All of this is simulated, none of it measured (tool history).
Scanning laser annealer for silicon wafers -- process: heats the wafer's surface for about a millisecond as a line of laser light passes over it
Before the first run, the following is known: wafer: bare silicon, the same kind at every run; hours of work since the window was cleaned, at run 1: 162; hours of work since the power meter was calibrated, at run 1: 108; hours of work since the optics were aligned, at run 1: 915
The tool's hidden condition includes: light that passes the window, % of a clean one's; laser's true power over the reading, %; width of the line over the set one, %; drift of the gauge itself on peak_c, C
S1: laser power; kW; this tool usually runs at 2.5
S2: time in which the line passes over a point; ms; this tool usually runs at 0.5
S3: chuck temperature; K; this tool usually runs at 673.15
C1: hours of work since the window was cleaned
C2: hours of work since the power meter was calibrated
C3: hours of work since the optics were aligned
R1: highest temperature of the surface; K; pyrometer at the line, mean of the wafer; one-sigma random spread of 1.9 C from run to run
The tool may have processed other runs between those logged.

run,hour,S1,S2,S3,C1,C2,C3,R1
1,0,2.5,0.5,673.15,162,108,915,1414.15
2,53.4,2.5,0.5,673.15,184,131,937,1415.15
3,129.2,2.5,0.5,673.15,216,162,969,1412.15
4,168.6,2.298,0.5,673.15,232,178,985,1347.15
5,251.9,2.298,0.5,669.15,267,213,1020,1343.15
6,330.5,2.298,0.5,669.15,299,245,1052,1342.15
7,384.8,2.5,0.5,673.15,322,268,1075,1405.15
8,444.8,2.5,0.5,673.15,347,293,1100,1403.15
9,517.7,2.5,0.5,673.15,377,323,1130,1400.15
10,558.4,2.5,0.5,673.15,394,340,1147,1400.15
11,605.1,2.5,0.5,673.15,413,359,1166,1397.15
12,641,2.5,0.5,673.15,428,374,1181,1394.15
13,677.4,2.5,0.5,673.15,443,389,1196,1397.15
14,712.5,2.5,0.5,673.15,458,404,1211,1397.15
15,764.7,2.5,0.5,673.15,479,426,1233,1396.15
16,817.1,2.5,0.44,673.15,501,447,1254,1351.15
17,870.1,2.5,0.44,673.15,523,469,1276,1350.15
# hour 899.4: optics aligned, line set to its width
18,956.2,2.5,0.44,673.15,557,503,24,1367.15
# hour 1019: window over the wafer cleaned
19,1037.3,2.5,0.44,673.15,8,536,56,1392.15
20,1113.7,2.5,0.5,680.15,39,567,88,1439.15
21,1165.3,2.5,0.5,680.15,61,589,109,1439.15
22,1244,2.222,0.484,688.15,93,621,142,1342.15
23,1320.2,2.668,0.438,673.15,125,653,174,1433.15
24,1387.3,2.592,0.426,705.15,153,681,202,1435.15
# hour 1396.9: laser's power meter calibrated
25,1457,2.592,0.426,705.15,180,25,229,1428.15
26,1512.8,2.5,0.472,690.15,204,48,252,1416.15
27,1587.5,2.479,0.451,670.15,235,79,283,1375.15
# hour 1614: laser's power meter calibrated, once more
28,1651.1,2.479,0.451,670.15,260,15,309,1375.15
29,1707.5,2.748,0.602,694.15,283,39,332,1594.15
30,1772.8,2.748,0.602,694.15,310,66,359,1592.15
31,1856.8,2.748,0.602,694.15,345,101,394,1586.15
32,1907.5,2.254,0.37,691.15,366,122,415,1270.15
33,1958.7,2.469,0.372,673.15,387,143,436,1306.15
34,2041.3,2.515,0.372,673.15,422,177,470,1319.15
35,2089.4,2.182,0.434,680.15,442,197,490,1277.15
36,2131.6,2.5,0.428,648.15,459,215,508,1335.15
37,2167.8,2.5,0.428,648.15,474,230,523,1331.15
38,2237.9,2.5,0.428,648.15,503,259,552,1331.15
39,2275.5,2.5,0.479,670.15,519,274,568,1389.15
40,2311.7,2.556,0.365,645.15,534,289,583,1290.15
41,2363,2.39,0.598,638.15,555,311,604,1392.15

Each run again, without the hidden state but with its own random variation kept:
run,R1
1,1440.15
2,1442.15
3,1441.15
4,1375.15
5,1373.15
6,1374.15
7,1441.15
8,1441.15
9,1440.15
10,1441.15
11,1440.15
12,1437.15
13,1441.15
14,1442.15
15,1443.15
16,1397.15
17,1397.15
18,1398.15
19,1398.15
20,1447.15
21,1449.15
22,1352.15
23,1447.15
24,1450.15
25,1445.15
26,1435.15
27,1395.15
28,1394.15
29,1621.15
30,1621.15
31,1618.15
32,1291.15
33,1331.15
34,1347.15
35,1303.15
36,1366.15
37,1364.15
38,1365.15
39,1427.15
40,1325.15
41,1435.15
